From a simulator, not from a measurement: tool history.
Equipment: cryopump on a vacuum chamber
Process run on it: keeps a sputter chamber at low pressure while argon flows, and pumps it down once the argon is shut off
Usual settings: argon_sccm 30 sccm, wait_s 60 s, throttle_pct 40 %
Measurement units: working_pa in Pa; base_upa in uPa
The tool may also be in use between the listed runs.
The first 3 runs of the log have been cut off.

run,hour,argon_sccm,wait_s,throttle_pct,working_pa,base_upa
4,148.5,30,60,30,0.1244,3.02
5,187.6,30,60,30,0.1248,3.07
6,221.0,30,60,53,0.0726,3.22
7,249.5,30,60,40,0.0949,3.31
8,275.2,30,60,40,0.0960,3.22
9,323.5,30,60,40,0.0967,3.30
10,350.0,30,60,40,0.0961,3.40
# hour 396.2: pump warmed up, emptied and cooled again
11,398.4,30,60,40,0.0892,3.00
12,425.8,30,60,40,0.0892,3.10
13,474.1,30,60,16,0.2196,3.16
14,509.5,30,60,16,0.2218,3.17
15,562.1,41,60,16,0.3024,3.13
16,600.4,41,60,16,0.3031,3.18

Predict the results of run 17:
17,645.8,41,60,16,?,?

For run 17 the tool returned working_pa 0.3041 Pa, base_upa 3.29 uPa.
Had the tool carried no hidden state, the very same run would have given working_pa 0.3015 Pa, base_upa 1.67 uPa.

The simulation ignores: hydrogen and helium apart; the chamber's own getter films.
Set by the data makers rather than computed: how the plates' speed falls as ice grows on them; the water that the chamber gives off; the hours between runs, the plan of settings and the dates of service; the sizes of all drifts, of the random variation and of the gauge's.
